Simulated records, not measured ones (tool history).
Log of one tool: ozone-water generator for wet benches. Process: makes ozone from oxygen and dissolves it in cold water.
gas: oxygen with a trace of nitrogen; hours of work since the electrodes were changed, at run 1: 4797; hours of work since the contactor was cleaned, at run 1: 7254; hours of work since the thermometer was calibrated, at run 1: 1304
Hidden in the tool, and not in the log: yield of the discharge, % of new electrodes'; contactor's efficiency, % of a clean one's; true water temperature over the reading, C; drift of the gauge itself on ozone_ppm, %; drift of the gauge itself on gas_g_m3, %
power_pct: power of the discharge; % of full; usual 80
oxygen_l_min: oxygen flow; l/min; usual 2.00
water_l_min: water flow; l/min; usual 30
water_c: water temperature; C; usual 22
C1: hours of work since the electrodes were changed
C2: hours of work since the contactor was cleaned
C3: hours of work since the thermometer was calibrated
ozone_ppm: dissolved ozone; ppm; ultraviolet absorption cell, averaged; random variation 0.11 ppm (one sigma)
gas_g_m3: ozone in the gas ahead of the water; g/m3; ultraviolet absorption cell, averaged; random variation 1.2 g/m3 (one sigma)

run 1 day=0.000 | power_pct=80 oxygen_l_min=2.00 water_l_min=30 water_c=22 | C1=4797 C2=7254 C3=1304 | ozone_ppm=5.7 gas_g_m3=191.3
run 2 day=5.675 | power_pct=80 oxygen_l_min=2.00 water_l_min=30 water_c=22 | C1=4921 C2=7378 C3=1428 | ozone_ppm=5.6 gas_g_m3=190.1
run 3 day=8.954 | power_pct=80 oxygen_l_min=2.00 water_l_min=30 water_c=22 | C1=4993 C2=7450 C3=1500 | ozone_ppm=5.8 gas_g_m3=189.1
run 4 day=14.117 | power_pct=80 oxygen_l_min=2.00 water_l_min=30 water_c=19 | C1=5106 C2=7563 C3=1613 | ozone_ppm=5.5 gas_g_m3=187.5
run 5 day=16.617 | power_pct=80 oxygen_l_min=2.00 water_l_min=30 water_c=19 | C1=5161 C2=7618 C3=1668 | ozone_ppm=5.7 gas_g_m3=188.8
-- day=17.300 contactor cleaned
run 6 day=20.838 | power_pct=80 oxygen_l_min=2.34 water_l_min=30 water_c=19 | C1=5249 C2=77 C3=1756 | ozone_ppm=5.8 gas_g_m3=178.6
run 7 day=23.725 | power_pct=80 oxygen_l_min=2.34 water_l_min=30 water_c=19 | C1=5312 C2=140 C3=1819 | ozone_ppm=5.7 gas_g_m3=175.7
-- day=25.783 contactor cleaned, once more
run 8 day=29.167 | power_pct=80 oxygen_l_min=2.34 water_l_min=30 water_c=19 | C1=5428 C2=74 C3=1935 | ozone_ppm=6.5 gas_g_m3=175.3
run 9 day=32.283 | power_pct=97 oxygen_l_min=1.49 water_l_min=30 water_c=22 | C1=5496 C2=142 C3=2003 | ozone_ppm=5.7 gas_g_m3=240.8
run 10 day=36.725 | power_pct=61 oxygen_l_min=1.80 water_l_min=23 water_c=21 | C1=5593 C2=239 C3=2100 | ozone_ppm=5.9 gas_g_m3=155.7
run 11 day=40.300 | power_pct=80 oxygen_l_min=1.00 water_l_min=29 water_c=22 | C1=5671 C2=317 C3=2178 | ozone_ppm=4.3 gas_g_m3=235.2
run 12 day=43.267 | power_pct=89 oxygen_l_min=1.49 water_l_min=29 water_c=14 | C1=5736 C2=382 C3=2243 | ozone_ppm=5.8 gas_g_m3=219.4
run 13 day=46.483 | power_pct=51 oxygen_l_min=1.83 water_l_min=22 water_c=16 | C1=5806 C2=453 C3=2313 | ozone_ppm=5.7 gas_g_m3=132.0

3 ways to go on from here, each from the tool as it stands after run 13. What would each give?
run A day=51.008 | power_pct=82 oxygen_l_min=1.07 water_l_min=18 water_c=16 | C1=5905 C2=552 C3=2412 | ozone_ppm=? gas_g_m3=?
run B day=51.008 | power_pct=69 oxygen_l_min=2.00 water_l_min=30 water_c=22 | C1=5905 C2=552 C3=2412 | ozone_ppm=? gas_g_m3=?
run C day=51.008 | power_pct=60 oxygen_l_min=1.83 water_l_min=48 water_c=15 | C1=5905 C2=552 C3=2412 | ozone_ppm=? gas_g_m3=?

run=A ozone_ppm=7.9 gas_g_m3=230.6
run=B ozone_ppm=5.2 gas_g_m3=162.6
run=C ozone_ppm=2.5 gas_g_m3=148.3
Without the tool's hidden state the same runs would have given:
run=A ozone_ppm=9.8 gas_g_m3=284.4
run=B ozone_ppm=6.3 gas_g_m3=194.9
run=C ozone_ppm=3.0 gas_g_m3=174.1
